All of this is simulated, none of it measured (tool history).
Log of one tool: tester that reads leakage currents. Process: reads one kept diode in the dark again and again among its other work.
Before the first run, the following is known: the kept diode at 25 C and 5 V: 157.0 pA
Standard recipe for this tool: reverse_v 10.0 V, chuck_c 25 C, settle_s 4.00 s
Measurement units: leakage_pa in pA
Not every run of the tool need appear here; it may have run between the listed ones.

run    hour  reverse_v  chuck_c  settle_s  leakage_pa
  1     0.0       10.0       25      4.00      223.12
  2    99.8       10.0       25      4.00      223.79
  3   178.9       12.1       25      4.00      245.71
  4   241.5       10.0       25      9.89      225.24
  5   363.7       10.0       25      9.89      226.70
  6   483.0       10.0       25      4.00      228.94
  7   616.3       10.0       25      4.00      233.27
  8   689.3       10.0       25      4.00      233.94
  9   769.3       10.0       25      4.00      235.03
 10   854.2       10.0       25      4.00      235.07
      901.9  -- probe card cleaned and baked
 11   934.1       10.0       25      4.00      226.32
 12  1024.6       10.0       25      4.00      228.20
 13  1092.0        3.4       22      2.25      110.24
 14  1228.8        3.4       22      2.25      110.38
 15  1334.2        3.4       22      2.25      111.12
 16  1444.5        7.2       48      0.59     1471.40

Below, some changes in leakage_pa between adjacent runs. For each, the amount present without the hidden state too (settings, incoming material, random variation) and the amount remaining for the hidden state with gauge scatter not shared by both compared results:
Unlogged tool condition in this case: stray current of the dirty probe card, pA a volt; current scale over the true one, %; true chuck temperature over the reading, C; drift of the gauge itself on leakage_pa, %.
Run 15 -> 16: reverse_v 3.4 -> 7.2, chuck_c 22 -> 48, settle_s 2.25 -> 0.59. leakage_pa +1360.28 pA: hidden state +108.59, all else +1251.69.

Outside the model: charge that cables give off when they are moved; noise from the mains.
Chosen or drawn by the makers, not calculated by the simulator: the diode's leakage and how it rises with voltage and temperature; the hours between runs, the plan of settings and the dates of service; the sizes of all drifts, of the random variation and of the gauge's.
